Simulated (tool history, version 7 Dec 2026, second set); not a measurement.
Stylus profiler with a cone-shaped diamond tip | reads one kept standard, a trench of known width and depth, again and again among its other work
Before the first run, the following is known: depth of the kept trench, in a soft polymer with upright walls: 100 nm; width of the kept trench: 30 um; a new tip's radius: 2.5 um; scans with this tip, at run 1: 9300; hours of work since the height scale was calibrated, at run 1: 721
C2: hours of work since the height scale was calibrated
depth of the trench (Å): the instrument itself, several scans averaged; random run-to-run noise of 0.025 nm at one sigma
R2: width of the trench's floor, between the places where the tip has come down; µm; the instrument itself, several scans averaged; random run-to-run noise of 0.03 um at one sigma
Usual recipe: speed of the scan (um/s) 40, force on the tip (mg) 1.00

Run 1, hour 0.0: usual settings; scans with this tip 9300; C2 721. Result: depth of the trench (Å) 1009.3, R2 28.02 µm.
Run 2, hour 25.8: usual settings; scans with this tip 9497; C2 736. Result: depth of the trench (Å) 1009.3, R2 28.07 µm.
Run 3, hour 55.0: usual settings; scans with this tip 9718; C2 753. Result: depth of the trench (Å) 1009.5, R2 28.12 µm.
Run 4, hour 82.6: usual settings; scans with this tip 9929; C2 769. Result: depth of the trench (Å) 1009.6, R2 28.07 µm.
Run 5, hour 108.1: usual settings; scans with this tip 10122; C2 784. Result: depth of the trench (Å) 1009.6, R2 28.07 µm.
Run 6, hour 138.9: usual settings; scans with this tip 10356; C2 802. Result: depth of the trench (Å) 1009.5, R2 28.02 µm.
Run 7, hour 159.1: usual settings; scans with this tip 10510; C2 814. Result: depth of the trench (Å) 1010.0, R2 28.06 µm.
Run 8, hour 185.5: usual settings; scans with this tip 10711; C2 830. Result: depth of the trench (Å) 1010.0, R2 28.03 µm.
Run 9, hour 205.1: usual settings but force on the tip (mg) 0.91; scans with this tip 10860; C2 841. Result: depth of the trench (Å) 1009.3, R2 28.02 µm.
Run 10, hour 227.0: usual settings but speed of the scan (um/s) 78; scans with this tip 11026; C2 854. Result: depth of the trench (Å) 1010.0, R2 27.79 µm.
Run 11, hour 253.7: usual settings but speed of the scan (um/s) 78; scans with this tip 11230; C2 870. Result: depth of the trench (Å) 1009.5, R2 27.75 µm.
Run 12, hour 279.3: usual settings but speed of the scan (um/s) 78; scans with this tip 11424; C2 885. Result: depth of the trench (Å) 1009.6, R2 27.76 µm.
Run 13, hour 311.4: usual settings but speed of the scan (um/s) 78; scans with this tip 11668; C2 904. Result: depth of the trench (Å) 1009.6, R2 27.79 µm.
Run 14, hour 345.0: usual settings but speed of the scan (um/s) 78; scans with this tip 11924; C2 924. Result: depth of the trench (Å) 1009.3, R2 27.75 µm.
Run 15, hour 381.0: usual settings but speed of the scan (um/s) 78; scans with this tip 12197; C2 945. Result: depth of the trench (Å) 1010.0, R2 27.70 µm.
At hour 383.2: height scale calibrated on a step standard.
Run 16, hour 403.0: usual settings but speed of the scan (um/s) 14, force on the tip (mg) 0.44; scans with this tip 12360; C2 12. Result: depth of the trench (Å) 1007.1, R2 28.17 µm.
Run 17, hour 420.0: usual settings but force on the tip (mg) 1.46; scans with this tip 12490; C2 22. Result: depth of the trench (Å) 1012.6, R2 28.05 µm.
At hour 441.7: height scale calibrated on a step standard, once more.
Run 18, hour 456.9: usual settings but speed of the scan (um/s) 28, force on the tip (mg) 2.08; scans with this tip 12767; C2 9. Result: depth of the trench (Å) 1012.7, R2 28.14 µm.
Run 19, hour 492.6: usual settings but speed of the scan (um/s) 59, force on the tip (mg) 1.37; scans with this tip 13038; C2 30. Result: depth of the trench (Å) 1009.4, R2 27.93 µm.
Run 20, hour 513.3: usual settings but speed of the scan (um/s) 151, force on the tip (mg) 0.65; scans with this tip 13196; C2 42. Result: depth of the trench (Å) 1005.8, R2 26.90 µm.
Run 21, hour 534.8: usual settings but speed of the scan (um/s) 33, force on the tip (mg) 0.65; scans with this tip 13359; C2 55. Result: depth of the trench (Å) 1005.9, R2 28.00 µm.
Run 22, hour 570.4: usual settings but speed of the scan (um/s) 33, force on the tip (mg) 0.65; scans with this tip 13630; C2 76. Result: depth of the trench (Å) 1006.6, R2 27.95 µm.
Run 23, hour 605.3: usual settings but speed of the scan (um/s) 33, force on the tip (mg) 0.65; scans with this tip 13895; C2 96. Result: depth of the trench (Å) 1005.9, R2 27.95 µm.
Run 24, hour 627.3: usual settings but speed of the scan (um/s) 119, force on the tip (mg) 0.38; scans with this tip 14062; C2 109. Result: depth of the trench (Å) 1004.8, R2 26.83 µm.
Run 25, hour 656.8: usual settings but speed of the scan (um/s) 21, force on the tip (mg) 2.12; scans with this tip 14287; C2 127. Result: depth of the trench (Å) 1012.8, R2 28.15 µm.
Run 26, hour 674.5: usual settings but speed of the scan (um/s) 109, force on the tip (mg) 2.21; scans with this tip 14421; C2 137. Result: depth of the trench (Å) 1013.4, R2 27.73 µm.
Run 27, hour 689.8: usual settings but force on the tip (mg) 2.79; scans with this tip 14537; C2 146. Result: depth of the trench (Å) 1016.0, R2 28.05 µm.
Run 28, hour 706.4: usual settings but force on the tip (mg) 2.79; scans with this tip 14663; C2 156. Result: depth of the trench (Å) 1016.3, R2 28.08 µm.
Run 29, hour 738.8: usual settings but force on the tip (mg) 2.79; scans with this tip 14910; C2 175. Result: depth of the trench (Å) 1015.9, R2 28.09 µm.

Below, some changes in depth of the trench (Å) between adjacent runs. For each, the amount present without the hidden state too (settings, incoming material, random variation) and the amount remaining for the hidden state with gauge scatter not shared by both compared results:
Unlogged tool condition in this case: radius of the tip, um; height scale over the true one, %; drift of the gauge itself on depth_nm, %; drift of the gauge itself on floor_um, %.
Run 15 -> 16: speed of the scan (um/s) 78 -> 14, force on the tip (mg) 1.00 -> 0.44, height scale calibrated on a step standard. depth of the trench (Å) -2.9: hidden state +0.7, all else -3.6.
Run 16 -> 17: speed of the scan (um/s) 14 -> 40, force on the tip (mg) 0.44 -> 1.46. depth of the trench (Å) +5.5: hidden state +0.1, all else +5.4.
Run 17 -> 18: speed of the scan (um/s) 40 -> 28, force on the tip (mg) 1.46 -> 2.08, height scale calibrated on a step standard, once more. depth of the trench (Å) +0.1: hidden state -3.0, all else +3.1.
Run 24 -> 25: speed of the scan (um/s) 119 -> 21, force on the tip (mg) 0.38 -> 2.12. depth of the trench (Å) +8.0: hidden state +0.1, all else +7.9.

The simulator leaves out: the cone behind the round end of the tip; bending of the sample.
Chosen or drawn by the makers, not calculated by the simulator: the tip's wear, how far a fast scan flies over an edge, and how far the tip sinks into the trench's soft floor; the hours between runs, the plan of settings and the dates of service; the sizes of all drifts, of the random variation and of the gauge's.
